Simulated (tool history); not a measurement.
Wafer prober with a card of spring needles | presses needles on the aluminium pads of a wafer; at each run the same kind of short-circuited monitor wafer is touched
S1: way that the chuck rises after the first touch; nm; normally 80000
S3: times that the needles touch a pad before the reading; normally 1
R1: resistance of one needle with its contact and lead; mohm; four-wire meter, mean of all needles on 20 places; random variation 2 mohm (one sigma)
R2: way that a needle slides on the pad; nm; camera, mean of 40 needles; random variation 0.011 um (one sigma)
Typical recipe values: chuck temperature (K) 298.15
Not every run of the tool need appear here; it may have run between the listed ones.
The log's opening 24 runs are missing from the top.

run 25 hour=361.8 | S1=80000 chuck_temperature_(K)=313.15 S3=3 | R1=271 R2=10280
-- hour=369.4 tips cleaned on abrasive film
run 26 hour=378.9 | S1=83000 chuck_temperature_(K)=298.15 S3=1 | R1=288 R2=10660
run 27 hour=387.7 | S1=99000 chuck_temperature_(K)=298.15 S3=3 | R1=244 R2=12720
run 28 hour=400.6 | S1=61000 chuck_temperature_(K)=353.15 S3=3 | R1=313 R2=7840
-- hour=406.5 tips cleaned on abrasive film
run 29 hour=416.7 | S1=61000 chuck_temperature_(K)=353.15 S3=3 | R1=278 R2=7830
run 30 hour=430.3 | S1=91000 chuck_temperature_(K)=323.15 S3=1 | R1=316 R2=11700
run 31 hour=438.8 | S1=91000 chuck_temperature_(K)=323.15 S3=1 | R1=330 R2=11690
-- hour=443.2 tips cleaned on abrasive film
run 32 hour=452.2 | S1=83000 chuck_temperature_(K)=309.15 S3=1 | R1=282 R2=10650
run 33 hour=465.9 | S1=95000 chuck_temperature_(K)=309.15 S3=2 | R1=269 R2=12190

What if the next run were any one of these 3? Each begins from the tool's condition after run 33:
run A hour=475.8 | S1=90000 chuck_temperature_(K)=345.15 S3=1 | R1=? R2=?
run B hour=475.8 | S1=95000 chuck_temperature_(K)=310.15 S3=2 | R1=? R2=?
run C hour=475.8 | S1=87000 chuck_temperature_(K)=301.15 S3=1 | R1=? R2=?

run=A R1=338 R2=11560
run=B R1=279 R2=12180
run=C R1=336 R2=11150
Without the tool's hidden state the same runs would have given:
run=A R1=234 R2=11590
run=B R1=219 R2=12210
run=C R1=219 R2=11180
